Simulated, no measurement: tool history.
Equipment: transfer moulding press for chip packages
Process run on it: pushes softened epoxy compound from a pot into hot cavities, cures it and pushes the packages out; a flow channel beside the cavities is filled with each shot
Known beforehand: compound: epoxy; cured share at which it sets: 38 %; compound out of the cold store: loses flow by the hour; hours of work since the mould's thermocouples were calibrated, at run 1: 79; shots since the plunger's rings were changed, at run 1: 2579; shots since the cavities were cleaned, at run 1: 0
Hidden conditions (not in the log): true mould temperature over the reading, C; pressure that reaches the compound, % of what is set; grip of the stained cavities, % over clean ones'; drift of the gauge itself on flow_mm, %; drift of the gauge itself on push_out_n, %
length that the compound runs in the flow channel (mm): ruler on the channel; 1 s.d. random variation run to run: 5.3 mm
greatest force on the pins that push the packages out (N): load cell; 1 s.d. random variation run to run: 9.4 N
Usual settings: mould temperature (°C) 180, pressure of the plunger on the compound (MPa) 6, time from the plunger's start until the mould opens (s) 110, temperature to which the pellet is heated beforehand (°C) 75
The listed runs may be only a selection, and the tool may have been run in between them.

run     day  mould temperature (°C)  pressure of the plunger on the compound (MPa)  time from the plunger's start until the mould opens (s)  temperature to which the pellet is heated beforehand (°C)  hours of work since the mould's thermocouples were calibrated  shots since the plunger's rings were changed  shots since the cavities were cleaned  incoming compound's hours out of the cold store  length that the compound runs in the flow channel (mm)  greatest force on the pins that push the packages out (N)
  1       0                     180                                              6                                                      110                                                         75                                                             79                                          2579                                      0                                             42.6                                                     519                                                        446
  2   0.796                     180                                              6                                                      110                                                         75                                                             89                                          2738                                    159                                             27.9                                                     554                                                        542
  3   1.542                     180                                           5.91                                                      110                                                         75                                                             98                                          2886                                    307                                               44                                                     514                                                        581
  4   2.004                     179                                              6                                                      110                                                         75                                                            103                                          2978                                    399                                             16.6                                                     585                                                        697
  5   2.738                     180                                              6                                                      110                                                         75                                                            112                                          3123                                    544                                             44.7                                                     499                                                        683
  6   3.658                     180                                              6                                                      110                                                         75                                                            123                                          3307                                    728                                             38.2                                                     518                                                        757
       4.35  -- plunger's sealing rings changed
  7   4.462                     180                                              6                                                      110                                                         66                                                            132                                            22                                    867                                             45.3                                                     546                                                        793
      4.829  -- cavities cleaned with cleaning compound and waxed
  8   5.279                     176                                              6                                                      110                                                         75                                                            141                                           172                                     90                                              9.4                                                     650                                                        572
  9   5.892                     180                                              6                                                      110                                                         75                                                            148                                           293                                    211                                             27.6                                                     577                                                        565
 10   6.671                     180                                              6                                                      110                                                         75                                                            158                                           448                                    366                                             15.8                                                     609                                                        630
 11   7.204                     180                                              6                                                      110                                                         75                                                            164                                           555                                    473                                             12.9                                                     625                                                        677
 12   7.662                     180                                              6                                                      110                                                         75                                                            170                                           646                                    564                                             19.4                                                     601                                                        715
 13   8.217                     180                                              6                                                      110                                                         83                                                            176                                           756                                    674                                             36.3                                                     562                                                        777
 14   8.912                     180                                              6                                                      110                                                         83                                                            185                                           894                                    812                                             34.4                                                     561                                                        756
      9.542  -- cavities cleaned with cleaning compound and waxed
 15   9.579                     180                                           6.92                                                      136                                                         83                                                            192                                          1014                                      7                                             21.7                                                     646                                                        409
 16  10.308                     180                                              6                                                      132                                                         71                                                            201                                          1159                                    152                                             32.6                                                     573                                                        496
 17  11.004                     188                                           6.29                                                      110                                                         75                                                            209                                          1298                                    291                                             38.5                                                     557                                                        586
 18  11.846                     185                                           5.11                                                      119                                                         75                                                            219                                          1465                                    458                                             47.1                                                     480                                                        629
 19  12.762                     185                                           5.11                                                      119                                                         75                                                            230                                          1647                                    640                                             31.8                                                     512                                                        680
 20  13.612                     185                                           5.11                                                      119                                                         75                                                            240                                          1816                                    809                                             19.5                                                     535                                                        722
     14.258  -- cavities cleaned with cleaning compound and waxed
 21  14.329                     185                                           5.11                                                      119                                                         75                                                            248                                          1946                                     14                                             19.3                                                     534                                                        412
 22  14.812                     182                                           5.63                                                      110                                                         75                                                            254                                          2042                                    110                                             20.3                                                     572                                                        494
 23  15.238                     180                                           5.91                                                      104                                                         77                                                            259                                          2126                                    194                                               15                                                     589                                                        562
 24  15.867                     177                                           6.55                                                      110                                                         75                                                            267                                          2252                                    320                                             10.7                                                     653                                                        687
 25  16.462                     180                                           5.15                                                      124                                                         75                                                            274                                          2370                                    438                                             33.4                                                     507                                                        633
 26  16.912                     180                                           5.15                                                      124                                                         75                                                            279                                          2460                                    528                                             38.7                                                     494                                                        650
 27  17.338                     183                                           5.51                                                      116                                                         76                                                            284                                          2544                                    612                                             19.1                                                     557                                                        689
 28  17.933                     180                                              6                                                      107                                                         80                                                            292                                          2662                                    730                                             13.7                                                     596                                                        812

Per-run results on a tool with no hidden state, each run keeping its own random variation:
run  length that the compound runs in the flow channel (mm)  greatest force on the pins that push the packages out (N)
  1                                                     547                                                        430
  2                                                     585                                                        438
  3                                                     544                                                        411
  4                                                     622                                                        464
  5                                                     532                                                        416
  6                                                     554                                                        427
  7                                                     548                                                        427
  8                                                     654                                                        501
  9                                                     581                                                        437
 10                                                     616                                                        433
 11                                                     633                                                        436
 12                                                     610                                                        441
 13                                                     571                                                        451
 14                                                     571                                                        419
 15                                                     659                                                        404
 16                                                     587                                                        405
 17                                                     572                                                        419
 18                                                     495                                                        403
 19                                                     529                                                        399
 20                                                     554                                                        395
 21                                                     555                                                        401
 22                                                     595                                                        425
 23                                                     614                                                        441
 24                                                     682                                                        488
 25                                                     532                                                        413
 26                                                     518                                                        404
 27                                                     585                                                        407
 28                                                     628                                                        462
